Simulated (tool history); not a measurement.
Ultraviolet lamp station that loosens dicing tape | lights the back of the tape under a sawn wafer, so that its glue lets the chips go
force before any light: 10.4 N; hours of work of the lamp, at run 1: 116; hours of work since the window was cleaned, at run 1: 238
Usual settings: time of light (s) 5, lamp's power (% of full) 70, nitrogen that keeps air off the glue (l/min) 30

| run | hour | time of light (s) | lamp's power (% of full) | nitrogen that keeps air off the glue (l/min) | hours of work of the lamp | hours of work since the window was cleaned | force that peels the tape off (N) | light that reached the tape (J/m2) |
|---|---|---|---|---|---|---|---|---|
| 1 | 0 | 5 | 70 | 30 | 116 | 238 | 0.432 | 2240 |
| 2 | 5.3 | 5 | 70 | 30 | 120 | 242 | 0.427 | 2290 |
| 3 | 10.1 | 5 | 70 | 30 | 123 | 245 | 0.449 | 2240 |
| 4 | 20.5 | 5 | 70 | 30 | 130 | 252 | 0.428 | 2230 |
| 5 | 26.8 | 5 | 70 | 30 | 134 | 256 | 0.437 | 2220 |
|  | 32.4 | window cleaned of glue's vapour |
| 6 | 36.2 | 5 | 70 | 56 | 140 | 3 | 0.394 | 2100 |
| 7 | 40.8 | 5 | 70 | 45 | 143 | 6 | 0.432 | 2050 |
| 8 | 47 | 5 | 70 | 45 | 148 | 10 | 0.427 | 2110 |
| 9 | 51.3 | 3 | 70 | 15 | 150 | 13 | 2 | 1280 |
| 10 | 60.2 | 6 | 75 | 36 | 156 | 19 | 0.257 | 2670 |
| 11 | 68.8 | 3 | 70 | 30 | 162 | 24 | 1.597 | 1250 |
| 12 | 76.8 | 3 | 70 | 30 | 168 | 30 | 1.612 | 1250 |
| 13 | 81 | 5 | 67 | 30 | 170 | 33 | 0.562 | 2000 |

Hidden state at the last listed run before each entry between runs and at the first one after, where it differs:
Between runs 5 and 6: window cleaned of glue's vapour (hour 32.4)
  lamp's light, % of a new lamp's: 97.6 -> 97.5; light that the window lets through, % of a clean one's: 90.1 -> 86.1
  measured less the result without the state, force that peels the tape off (N): +0.123 -> +0.138; light that reached the tape (J/m2): -300 -> -400
